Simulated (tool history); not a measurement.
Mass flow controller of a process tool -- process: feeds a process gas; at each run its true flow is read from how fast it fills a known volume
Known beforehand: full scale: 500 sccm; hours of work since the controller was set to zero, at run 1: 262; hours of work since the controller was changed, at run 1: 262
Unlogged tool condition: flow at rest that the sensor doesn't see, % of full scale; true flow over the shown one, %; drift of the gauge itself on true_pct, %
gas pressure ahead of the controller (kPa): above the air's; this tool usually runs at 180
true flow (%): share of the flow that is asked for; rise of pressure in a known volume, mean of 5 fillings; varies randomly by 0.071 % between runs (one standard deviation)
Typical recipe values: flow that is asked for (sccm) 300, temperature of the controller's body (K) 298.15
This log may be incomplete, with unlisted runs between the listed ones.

run	day	flow that is asked for (sccm)	gas pressure ahead of the controller (kPa)	temperature of the controller's body (K)	hours of work since the controller was set to zero	hours of work since the controller was changed	true flow (%)
1	0	300	180	298.15	262	262	99.64
2	10.471	300	180	298.15	380	380	99.64
3	17.267	300	180	298.15	456	456	99.7
4	22.242	300	180	298.15	512	512	99.74
5	33.504	300	180	298.15	638	638	99.65
6	45.158	300	180	298.15	769	769	99.59
7	54.817	300	180	298.15	878	878	99.78
8	60.758	300	194	298.15	944	944	99.94
9	70.575	300	180	302.15	1055	1055	100.01
10	79.733	300	180	302.15	1158	1158	100.06
11	90.258	300	180	298.15	1276	1276	99.97
12	102.217	300	180	298.15	1410	1410	99.89
13	114.162	300	180	298.15	1544	1544	99.86
14	121.279	300	180	298.15	1624	1624	99.97

What does the tool deliver on the next run?
15	133.125	300	180	298.15	1757	1757	?

{"run 15": {"true flow (%)": 99.84}}
With no hidden state in the tool, this same run would have given true flow (%) 99.43.
